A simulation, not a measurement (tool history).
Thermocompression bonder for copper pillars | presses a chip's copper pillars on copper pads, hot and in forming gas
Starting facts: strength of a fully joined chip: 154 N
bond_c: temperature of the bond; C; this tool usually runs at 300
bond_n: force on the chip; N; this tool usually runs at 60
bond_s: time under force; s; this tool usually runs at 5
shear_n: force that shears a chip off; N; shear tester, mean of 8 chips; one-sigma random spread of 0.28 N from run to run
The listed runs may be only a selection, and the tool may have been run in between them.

run 1 hour=0.0 | bond_c=300 bond_n=60 bond_s=5 | shear_n=112.5
run 2 hour=66.7 | bond_c=300 bond_n=60 bond_s=5 | shear_n=111.8
run 3 hour=107.5 | bond_c=300 bond_n=60 bond_s=5 | shear_n=111.7
run 4 hour=140.1 | bond_c=300 bond_n=47 bond_s=5 | shear_n=102.3
run 5 hour=183.8 | bond_c=300 bond_n=47 bond_s=5 | shear_n=102.2
run 6 hour=216.3 | bond_c=308 bond_n=60 bond_s=5 | shear_n=118.3
run 7 hour=271.3 | bond_c=308 bond_n=60 bond_s=5 | shear_n=117.7
run 8 hour=340.4 | bond_c=300 bond_n=60 bond_s=5 | shear_n=114.9
run 9 hour=414.4 | bond_c=300 bond_n=60 bond_s=5 | shear_n=114.8
run 10 hour=461.9 | bond_c=288 bond_n=60 bond_s=5 | shear_n=102.0
run 11 hour=537.5 | bond_c=303 bond_n=60 bond_s=5 | shear_n=117.1
run 12 hour=600.0 | bond_c=303 bond_n=60 bond_s=5 | shear_n=116.7
run 13 hour=642.5 | bond_c=300 bond_n=60 bond_s=8 | shear_n=125.1
run 14 hour=674.6 | bond_c=300 bond_n=60 bond_s=5 | shear_n=113.2
run 15 hour=719.8 | bond_c=300 bond_n=60 bond_s=5 | shear_n=112.8
run 16 hour=779.2 | bond_c=300 bond_n=50 bond_s=5 | shear_n=106.4
run 17 hour=823.8 | bond_c=300 bond_n=50 bond_s=5 | shear_n=105.9
run 18 hour=880.0 | bond_c=300 bond_n=50 bond_s=15 | shear_n=130.4
run 19 hour=919.4 | bond_c=300 bond_n=50 bond_s=15 | shear_n=130.1
run 20 hour=983.8 | bond_c=300 bond_n=87 bond_s=5 | shear_n=122.0
run 21 hour=1023.6 | bond_c=300 bond_n=87 bond_s=4 | shear_n=121.6
run 22 hour=1060.8 | bond_c=300 bond_n=87 bond_s=4 | shear_n=121.4
run 23 hour=1124.8 | bond_c=300 bond_n=87 bond_s=4 | shear_n=121.0
run 24 hour=1181.6 | bond_c=300 bond_n=86 bond_s=7 | shear_n=133.0
run 25 hour=1233.8 | bond_c=287 bond_n=75 bond_s=3 | shear_n=94.1
run 26 hour=1310.7 | bond_c=287 bond_n=50 bond_s=3 | shear_n=79.3
run 27 hour=1381.9 | bond_c=287 bond_n=50 bond_s=3 | shear_n=79.2
run 28 hour=1434.0 | bond_c=298 bond_n=81 bond_s=3 | shear_n=107.8
run 29 hour=1495.0 | bond_c=298 bond_n=81 bond_s=3 | shear_n=108.2
run 30 hour=1528.7 | bond_c=326 bond_n=42 bond_s=7 | shear_n=129.1
run 31 hour=1598.5 | bond_c=326 bond_n=42 bond_s=7 | shear_n=128.8
run 32 hour=1671.7 | bond_c=287 bond_n=77 bond_s=14 | shear_n=130.6
run 33 hour=1737.8 | bond_c=302 bond_n=51 bond_s=4 | shear_n=106.2
run 34 hour=1796.2 | bond_c=302 bond_n=51 bond_s=10 | shear_n=128.6
run 35 hour=1874.9 | bond_c=302 bond_n=51 bond_s=10 | shear_n=128.7
run 36 hour=1941.8 | bond_c=297 bond_n=51 bond_s=10 | shear_n=123.6
run 37 hour=2019.7 | bond_c=297 bond_n=71 bond_s=10 | shear_n=133.3
run 38 hour=2097.4 | bond_c=297 bond_n=71 bond_s=10 | shear_n=132.1
run 39 hour=2136.8 | bond_c=300 bond_n=60 bond_s=3 | shear_n=101.0

Not shown here: 4 entries made in the log between runs. Locate each between two listed runs and compare the hidden state at the listed run before it with the hidden state at the listed run after it:
Logged between run 7 and run 8: forming gas filter changed (hour 331.8)
  true temperature of the bond over the reading, C: 1.6 -> 1.7; force that reaches the chip, % of what is set: 105.2 -> 105.4; oxide that the forming gas leaves, % of the face: 4.24 -> 0.76
  measured less the result without the state, shear_n: -1.4 -> +3.3 N
Logged between run 19 and run 20: force cell calibrated (hour 955.4)
  true temperature of the bond over the reading, C: 2.7 -> 2.8; force that reaches the chip, % of what is set: 107.5 -> 100.2; oxide that the forming gas leaves, % of the face: 4.65 -> 5.02
  measured less the result without the state, shear_n: -1.8 -> -3.3 N
Logged between run 20 and run 21: forming gas filter changed (hour 1005.1)
  force that reaches the chip, % of what is set: 100.2 -> 100.4; oxide that the forming gas leaves, % of the face: 5.02 -> 0.67
  measured less the result without the state, shear_n: -3.3 -> +2.5 N
Logged between run 32 and run 33: forming gas filter changed (hour 1678.4)
  true temperature of the bond over the reading, C: 4 -> 4.1; force that reaches the chip, % of what is set: 102.6 -> 102.9; oxide that the forming gas leaves, % of the face: 4.94 -> 0.91
  measured less the result without the state, shear_n: -2.5 -> +4.8 N
